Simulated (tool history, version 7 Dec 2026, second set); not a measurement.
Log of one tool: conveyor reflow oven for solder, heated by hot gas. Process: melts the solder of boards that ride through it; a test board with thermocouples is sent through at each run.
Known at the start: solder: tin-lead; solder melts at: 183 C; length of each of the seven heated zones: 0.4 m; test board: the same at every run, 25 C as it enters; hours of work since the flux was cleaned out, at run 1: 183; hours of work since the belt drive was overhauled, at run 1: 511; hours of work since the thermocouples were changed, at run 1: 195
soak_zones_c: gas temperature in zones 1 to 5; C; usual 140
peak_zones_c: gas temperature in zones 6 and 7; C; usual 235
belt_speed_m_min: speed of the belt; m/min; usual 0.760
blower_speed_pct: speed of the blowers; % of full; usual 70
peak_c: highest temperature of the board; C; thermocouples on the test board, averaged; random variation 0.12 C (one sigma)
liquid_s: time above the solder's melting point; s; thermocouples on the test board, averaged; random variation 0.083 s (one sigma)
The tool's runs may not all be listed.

run    day  soak_zones_c  peak_zones_c  belt_speed_m_min  blower_speed_pct  hours of work since the flux was cleaned out  hours of work since the belt drive was overhauled  hours of work since the thermocouples were changed  peak_c  liquid_s
  1  0.000           140           235             0.760                70                                           183                                                511                                                 195   216.9     47.80
  2  0.333           140           235             0.760                70                                           187                                                515                                                 199   217.0     47.71
     1.017  -- flux residue cleaned out of gas plates and filters
  3  1.017           140           235             0.760                70                                             0                                                521                                                 205   218.2     48.91
  4  1.750           140           235             0.760                70                                             9                                                530                                                 214   218.1     49.03
  5  2.208           140           235             0.760                70                                            15                                                535                                                 220   218.1     49.00
  6  2.838           140           235             0.760                70                                            22                                                543                                                 227   218.2     48.84
  7  3.408           140           235             0.760                70                                            29                                                550                                                 234   218.0     48.74
     3.608  -- belt drive overhauled, speed set with a stopwatch
  8  4.050           140           235             0.760                70                                            35                                                  5                                                 240   218.2     49.17
  9  4.450           140           235             0.760                61                                            40                                                 10                                                 245   215.7     46.86
 10  4.758           140           235             0.760                61                                            44                                                 14                                                 249   215.5     46.95
     5.067  -- belt drive overhauled, speed set with a stopwatch, once more
 11  5.529           129           235             0.760                70                                            51                                                  6                                                 256   215.4     43.62
 12  6.071           154           235             0.814                70                                            58                                                 12                                                 263   218.0     49.20
 13  6.371           154           235             0.814                70                                            61                                                 16                                                 266   217.9     49.19
 14  6.921           154           235             0.814                70                                            68                                                 23                                                 273   218.0     49.10
 15  7.479           140           226             0.734                52                                            75                                                 29                                                 280   205.3     38.65
 16  8.146           140           226             0.734                52                                            83                                                 38                                                 288   205.2     38.55
 17  8.638           143           235             0.760                58                                            89                                                 44                                                 294   214.1     45.84
 18  9.325           145           233             0.717                58                                            97                                                 52                                                 303   214.7     50.10

Forecast each of these 5 alternatives for the next run:
  A  9.654           142           232             0.793                70                                           101                                                 56                                                 306       ?         ?
  B  9.654           141           231             0.760                69                                           101                                                 56                                                 306       ?         ?
  C  9.654           140           235             0.760                53                                           101                                                 56                                                 306       ?         ?
  D  9.654           145           233             0.753                58                                           101                                                 56                                                 306       ?         ?
  E  9.654           140           239             0.760                70                                           101                                                 56                                                 306       ?         ?

run  peak_c  liquid_s
  A   213.6     43.69
  B   213.7     45.61
  C   211.1     42.41
  D   213.3     46.13
  E   220.5     49.45
Without the tool's hidden state the same runs would have given:
run  peak_c  liquid_s
  A   215.0     44.69
  B   215.0     46.62
  C   212.3     43.46
  D   214.5     47.10
  E   221.9     50.29

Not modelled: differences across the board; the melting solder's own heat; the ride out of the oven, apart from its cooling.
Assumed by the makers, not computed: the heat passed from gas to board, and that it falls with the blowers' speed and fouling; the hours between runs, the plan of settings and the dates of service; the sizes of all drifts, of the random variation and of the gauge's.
